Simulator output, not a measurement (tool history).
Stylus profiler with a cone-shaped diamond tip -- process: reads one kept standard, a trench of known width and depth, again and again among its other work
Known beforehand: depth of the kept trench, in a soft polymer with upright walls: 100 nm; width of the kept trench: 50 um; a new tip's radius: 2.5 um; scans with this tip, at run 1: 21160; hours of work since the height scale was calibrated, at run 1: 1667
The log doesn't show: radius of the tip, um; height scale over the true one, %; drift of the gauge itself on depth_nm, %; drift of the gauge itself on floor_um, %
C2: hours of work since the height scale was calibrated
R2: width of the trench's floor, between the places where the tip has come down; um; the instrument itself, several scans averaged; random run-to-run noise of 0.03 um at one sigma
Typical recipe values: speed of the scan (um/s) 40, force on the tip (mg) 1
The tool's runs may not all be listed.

Run 1, hour 0: usual settings; scans with this tip 21160; C2 1667. Result: depth of the trench (nm) 101.19, R2 47.28 um.
Run 2, hour 53.5: usual settings; scans with this tip 21538; C2 1697. Result: depth of the trench (nm) 101.16, R2 47.2 um.
At hour 163: new tip fitted, height scale calibrated.
Run 3, hour 166.3: usual settings but force on the tip (mg) 1.59; scans with this tip 23; C2 2. Result: depth of the trench (nm) 100.9, R2 48.44 um.
Run 4, hour 266.2: usual settings but force on the tip (mg) 1.59; scans with this tip 730; C2 58. Result: depth of the trench (nm) 101.01, R2 48.41 um.
Run 5, hour 380.3: usual settings but force on the tip (mg) 1.59; scans with this tip 1537; C2 121. Result: depth of the trench (nm) 101.04, R2 48.32 um.
Run 6, hour 429.4: usual settings but force on the tip (mg) 1.59; scans with this tip 1885; C2 149. Result: depth of the trench (nm) 100.91, R2 48.28 um.
Run 7, hour 528.1: usual settings but force on the tip (mg) 1.98; scans with this tip 2583; C2 204. Result: depth of the trench (nm) 101.25, R2 48.25 um.
Run 8, hour 588.4: usual settings but force on the tip (mg) 1.98; scans with this tip 3010; C2 237. Result: depth of the trench (nm) 101.21, R2 48.24 um.
Run 9, hour 653: usual settings but force on the tip (mg) 0.75; scans with this tip 3467; C2 273. Result: depth of the trench (nm) 100.62, R2 48.16 um.
Run 10, hour 759: usual settings but force on the tip (mg) 0.75; scans with this tip 4217; C2 332. Result: depth of the trench (nm) 100.57, R2 48.04 um.
Run 11, hour 810.9: usual settings but force on the tip (mg) 0.75; scans with this tip 4584; C2 361. Result: depth of the trench (nm) 100.68, R2 48.04 um.
Run 12, hour 913.8: usual settings but force on the tip (mg) 0.75; scans with this tip 5313; C2 419. Result: depth of the trench (nm) 100.62, R2 48.01 um.
Run 13, hour 974.5: usual settings; scans with this tip 5742; C2 452. Result: depth of the trench (nm) 100.77, R2 48.06 um.
Run 14, hour 1039.4: usual settings; scans with this tip 6201; C2 489. Result: depth of the trench (nm) 100.84, R2 47.99 um.
Run 15, hour 1120.2: usual settings but speed of the scan (um/s) 15; scans with this tip 6773; C2 534. Result: depth of the trench (nm) 100.72, R2 48.12 um.
Run 16, hour 1202: usual settings but speed of the scan (um/s) 15; scans with this tip 7351; C2 579. Result: depth of the trench (nm) 100.86, R2 48.07 um.
Run 17, hour 1281.2: usual settings but speed of the scan (um/s) 10, force on the tip (mg) 2.29; scans with this tip 7912; C2 623. Result: depth of the trench (nm) 101.33, R2 48.05 um.
Run 18, hour 1365.4: usual settings but speed of the scan (um/s) 63, force on the tip (mg) 0.76; scans with this tip 8508; C2 670. Result: depth of the trench (nm) 100.74, R2 47.7 um.
Run 19, hour 1437.7: usual settings but speed of the scan (um/s) 47, force on the tip (mg) 2.8; scans with this tip 9020; C2 711. Result: depth of the trench (nm) 101.58, R2 47.84 um.
Run 20, hour 1503.1: usual settings but speed of the scan (um/s) 139, force on the tip (mg) 1.37; scans with this tip 9483; C2 747. Result: depth of the trench (nm) 101.15, R2 47.43 um.
Run 21, hour 1604.3: usual settings but speed of the scan (um/s) 55, force on the tip (mg) 1.22; scans with this tip 10199; C2 804. Result: depth of the trench (nm) 101.15, R2 47.7 um.
Run 22, hour 1659.9: usual settings but speed of the scan (um/s) 55, force on the tip (mg) 1.22; scans with this tip 10592; C2 835. Result: depth of the trench (nm) 101.09, R2 47.74 um.
Run 23, hour 1764.9: usual settings but speed of the scan (um/s) 55, force on the tip (mg) 0.77; scans with this tip 11335; C2 893. Result: depth of the trench (nm) 100.72, R2 47.62 um.
Run 24, hour 1859.9: usual settings but speed of the scan (um/s) 55, force on the tip (mg) 0.77; scans with this tip 12007; C2 946. Result: depth of the trench (nm) 100.82, R2 47.59 um.
Run 25, hour 1957.2: usual settings but speed of the scan (um/s) 143, force on the tip (mg) 0.49; scans with this tip 12696; C2 1000. Result: depth of the trench (nm) 100.73, R2 46.87 um.
Run 26, hour 2012.4: usual settings but speed of the scan (um/s) 34, force on the tip (mg) 1.43; scans with this tip 13086; C2 1031. Result: depth of the trench (nm) 101.13, R2 47.68 um.
Run 27, hour 2084.9: usual settings but speed of the scan (um/s) 12, force on the tip (mg) 1.43; scans with this tip 13599; C2 1071. Result: depth of the trench (nm) 101.13, R2 47.68 um.
Run 28, hour 2172.9: usual settings but force on the tip (mg) 1.75; scans with this tip 14222; C2 1121. Result: depth of the trench (nm) 101.33, R2 47.61 um.
Run 29, hour 2251.9: usual settings but force on the tip (mg) 1.75; scans with this tip 14781; C2 1165. Result: depth of the trench (nm) 101.36, R2 47.61 um.
Run 30, hour 2317.9: usual settings but speed of the scan (um/s) 31, force on the tip (mg) 0.37; scans with this tip 15248; C2 1201. Result: depth of the trench (nm) 100.78, R2 47.45 um.
Run 31, hour 2391.8: usual settings but speed of the scan (um/s) 24, force on the tip (mg) 0.88; scans with this tip 15770; C2 1243. Result: depth of the trench (nm) 101.13, R2 47.58 um.

Here are 5 independent what-if runs from the current tool condition. What would each one return?
Run A, hour 2474.9: usual settings but speed of the scan (um/s) 64, force on the tip (mg) 2.06; scans with this tip 16359; C2 1289. Result: depth of the trench (nm) ?, R2 ?.
Run B, hour 2474.9: usual settings but speed of the scan (um/s) 117, force on the tip (mg) 2.01; scans with this tip 16359; C2 1289. Result: depth of the trench (nm) ?, R2 ?.
Run C, hour 2474.9: usual settings but speed of the scan (um/s) 15; scans with this tip 16359; C2 1289. Result: depth of the trench (nm) ?, R2 ?.
Run D, hour 2474.9: usual settings but speed of the scan (um/s) 22, force on the tip (mg) 0.42; scans with this tip 16359; C2 1289. Result: depth of the trench (nm) ?, R2 ?.
Run E, hour 2474.9: usual settings but speed of the scan (um/s) 18, force on the tip (mg) 2.92; scans with this tip 16359; C2 1289. Result: depth of the trench (nm) ?, R2 ?.

run  depth of the trench (nm)     R2
  A                    101.48  47.48
  B                    101.51  47.28
  C                    101.08  47.55
  D                    100.86  47.51
  E                    101.87   47.6
Without the tool's unlogged condition, the same runs would have read:
run  depth of the trench (nm)     R2
  A                    101.04  48.43
  B                    101.08  48.23
  C                    100.65  48.49
  D                    100.43  48.45
  E                    101.43  48.54

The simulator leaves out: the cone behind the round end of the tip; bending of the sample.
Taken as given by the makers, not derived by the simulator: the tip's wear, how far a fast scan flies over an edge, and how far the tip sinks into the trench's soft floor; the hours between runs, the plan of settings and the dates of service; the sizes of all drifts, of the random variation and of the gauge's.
